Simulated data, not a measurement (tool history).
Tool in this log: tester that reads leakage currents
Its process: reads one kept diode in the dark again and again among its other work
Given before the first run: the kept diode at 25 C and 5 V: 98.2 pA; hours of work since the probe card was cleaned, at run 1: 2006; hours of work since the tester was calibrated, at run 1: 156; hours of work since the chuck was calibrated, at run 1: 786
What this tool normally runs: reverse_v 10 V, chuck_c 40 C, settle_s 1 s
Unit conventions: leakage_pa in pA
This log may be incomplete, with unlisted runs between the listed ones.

run	hour	reverse_v	chuck_c	settle_s	hours of work since the probe card was cleaned	hours of work since the tester was calibrated	hours of work since the chuck was calibrated	leakage_pa
1	0	10	40	1	2006	156	786	490.03
2	37.2	10	40	1	2028	179	809	485.71
3	74.8	10	40	1	2051	202	832	491.81
4	104.7	10	40	1	2069	220	850	490.64
5	170.5	10	40	1	2109	260	890	490.54
6	221.7	10	40	1	2140	291	921	487.15
7	277.4	10	40	1	2174	324	954	489.88
8	335.1	10	40	1	2209	359	989	489.47
9	385.9	10	40	1	2240	390	1020	487.01
10	452.1	10	40	1	2280	430	1060	486.87
11	520.3	10	40	1	2321	471	1101	485.61
12	555	10	40	1	2342	492	1122	489.68
13	601.9	10	40	1	2370	521	1151	489.33
14	667.1	10	40	1	2410	560	1190	488.16
15	700.3	10	40	1	2430	580	1210	487.91
16	743.2	10	40	1	2456	606	1236	490.23
17	800.9	8.6	21	0.34	2491	641	1271	84.32
18	829.9	1.7	58	2.5	2508	659	1289	1182.38
19	889.9	10	40	5.73	2545	695	1325	486.9
20	930	1.8	40	5.3	2569	719	1350	275.98
21	966.2	1.8	40	5.3	2591	741	1371	276.27
22	1017.5	10	49	1	2622	772	1402	1039.35
23	1069.6	2.1	40	0.43	2653	804	1434	290.2
24	1125	2.1	40	0.43	2687	838	1468	290.46
25	1192.2	1.2	40	3.54	2728	878	1508	240.36
26	1221.8	2.3	36	1	2746	896	1526	210.02
# hour 1287.6: chuck's temperature calibrated
27	1287.6	3.4	25	0.34	2784	935	0	88.62
28	1343.3	10	56	3.23	2818	968	34	1840.16
29	1406.7	7.8	28	0.5	2856	1007	72	154.68
30	1452.5	5	40	9.52	2884	1035	100	386.78
31	1488	3.1	40	4.07	2906	1056	121	329.76

3 ways to go on from here, each from the tool as it stands after run 31. What would each give?
A	1553.9	3.1	44	4.07	2946	1096	161	?
B	1553.9	6.5	40	3.63	2946	1096	161	?
C	1553.9	4.5	23	3.02	2946	1096	161	?

run	leakage_pa
A	466.57
B	424.91
C	78.61
With the hidden condition removed and each run's random variation left untouched, the same runs would have given:
run	leakage_pa
A	466.61
B	424.9
C	78.57
